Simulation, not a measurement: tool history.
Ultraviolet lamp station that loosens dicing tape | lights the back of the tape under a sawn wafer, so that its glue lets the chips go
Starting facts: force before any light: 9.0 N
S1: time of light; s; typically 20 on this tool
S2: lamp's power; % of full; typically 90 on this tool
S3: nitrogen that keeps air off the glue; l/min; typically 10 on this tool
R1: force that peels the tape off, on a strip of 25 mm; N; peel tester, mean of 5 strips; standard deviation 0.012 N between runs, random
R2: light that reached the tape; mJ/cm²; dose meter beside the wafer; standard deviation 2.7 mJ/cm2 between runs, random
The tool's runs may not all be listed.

run,hour,S1,S2,S3,R1,R2
1,0,20,90,10,1,276
2,34.6,20,90,16,0.702,272
3,84.4,20,90,10,1.095,271
4,126,20,90,10,1.054,264
5,166.4,20,80,10,1.4,230
6,222.3,20,88,10,1.226,248
7,275,20,88,10,1.265,245
8,305.6,20,88,4,2.385,244
9,369.8,20,88,4,2.504,240
10,412.6,20,90,12,1.153,244
11,450.1,20,90,7,1.74,234
12,487.3,20,90,7,1.739,236
13,519.2,20,90,4,2.519,234
14,562.2,19,63,17,2.103,152
15,592.4,20,63,15,1.68,176
16,643.6,20,63,15,1.717,181
17,703.9,18,90,10,1.505,222
18,766.7,15,60,16,2.82,117
19,805.8,32,75,10,0.723,316
20,837.1,32,75,10,0.76,315
21,880.5,32,75,10,0.785,308

The log once held 1 entry between its listed runs, left out of this copy. Where does each go, and what is different about the tool's unlogged condition between the listed run before it and the listed run after it?
From run 14 to run 15: window cleaned of glue's vapour (hour 583.6)
  lamp's light, % of a new lamp's: 72.4 -> 72; light that the window lets through, % of a clean one's: 89.3 -> 99.8
  difference, measured minus the result without the unlogged condition, R1: +1.155 -> +0.794 N; R2: -84 -> -70 mJ/cm²
